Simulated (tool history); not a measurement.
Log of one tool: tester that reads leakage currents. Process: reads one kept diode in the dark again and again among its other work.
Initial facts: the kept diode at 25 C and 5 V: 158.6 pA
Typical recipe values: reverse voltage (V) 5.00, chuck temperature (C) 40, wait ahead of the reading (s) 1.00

run   hour  reverse voltage (V)  chuck temperature (C)  wait ahead of the reading (s)  current that the tester gives (pA)
  1    0.0                 5.00                     40                           1.00                              480.25
  2   55.2                 5.00                     40                           1.00                              477.50
  3  110.1                 5.00                     40                           1.00                              475.84
  4  160.9                 5.00                     40                           1.00                              476.09
     188.8  -- chuck's temperature calibrated
  5  209.7                 5.00                     40                           1.00                              448.42
  6  269.8                 5.00                     40                           0.58                              450.64
  7  332.9                 5.00                     34                           1.00                              290.80
  8  364.9                 5.00                     34                           1.00                              288.64
  9  406.6                 5.00                     34                           1.00                              288.68
     422.1  -- chuck's temperature calibrated, once more
 10  451.1                 5.00                     34                           0.43                              333.09
 11  510.5                 5.00                     34                           0.43                              334.72
 12  557.5                 5.00                     34                           0.43                              331.39
     585.3  -- probe card cleaned and baked
 13  610.1                 5.00                     27                           1.00                              182.46
 14  645.1                 2.02                     49                           0.61                              610.49
 15  678.2                 2.97                     35                           2.11                              264.11
 16  735.1                11.59                     31                           0.38                              375.52
 17  775.4                 5.00                     40                           1.24                              491.20

Alternative continuations, all from the tool just after run 17; predict every row:
  A  824.1                 5.13                     40                           1.24                                   ?
  B  824.1                 5.00                     40                           4.77                                   ?
  C  824.1                 5.00                     34                           1.00                                   ?

run  current that the tester gives (pA)
  A                              498.63
  B                              490.58
  C                              313.94
With no hidden state in the tool, these same runs would have given:
run  current that the tester gives (pA)
  A                              515.79
  B                              507.49
  C                              324.73
